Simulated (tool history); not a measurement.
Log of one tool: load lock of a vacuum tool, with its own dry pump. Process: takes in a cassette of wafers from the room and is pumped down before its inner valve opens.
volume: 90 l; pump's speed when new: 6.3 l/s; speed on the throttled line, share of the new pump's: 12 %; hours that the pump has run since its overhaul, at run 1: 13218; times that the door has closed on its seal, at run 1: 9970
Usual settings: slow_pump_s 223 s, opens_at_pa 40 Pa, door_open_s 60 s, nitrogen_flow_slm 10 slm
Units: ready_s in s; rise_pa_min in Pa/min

run    hour  slow_pump_s  opens_at_pa  door_open_s  nitrogen_flow_slm  hours that the pump has run since its overhaul  times that the door has closed on its seal  incoming humidity of the room's air, %  ready_s  rise_pa_min
  1       0          223           40           60                 10                                           13218                                        9970                                    48.2    317.3        0.049
  2   326.1          223           40           60                 10                                           13544                                       11485                                    47.6    316.9         0.06
  3     540          223           40          162                 10                                           13758                                       12478                                    45.2    319.3        0.095
  4   725.9          223           40           60                 10                                           13943                                       13342                                    43.5    316.2        0.057
  5   926.3          223           40           60                 10                                           14144                                       14272                                    43.1    318.1        0.061
  6  1202.4          223           40           60                 10                                           14420                                       15555                                    44.3    317.6         0.06
     1390.2  -- dry pump taken out, an overhauled one fitted
  7  1405.1          157           78           45                  4                                              15                                       16468                                    43.8    240.4        0.074
  8  1703.9          157           78           45                  4                                             314                                       17856                                    42.1    240.4        0.084
  9  1959.3          157           78           45                 11                                             569                                       19042                                    48.9    240.8        0.076
 10  2201.5          157           39          161                 11                                             811                                       20167                                    41.8    251.2        0.109

Run 11 comes next. What will it give?
 11  2387.2          122           35           52                  5                                             997                                       21030                                    45.4        ?            ?

{"run 11": {"ready_s": 222, "rise_pa_min": 0.092}}
Without the tool's hidden state the same run would have given ready_s 221.6 s, rise_pa_min 0.04 Pa/min.
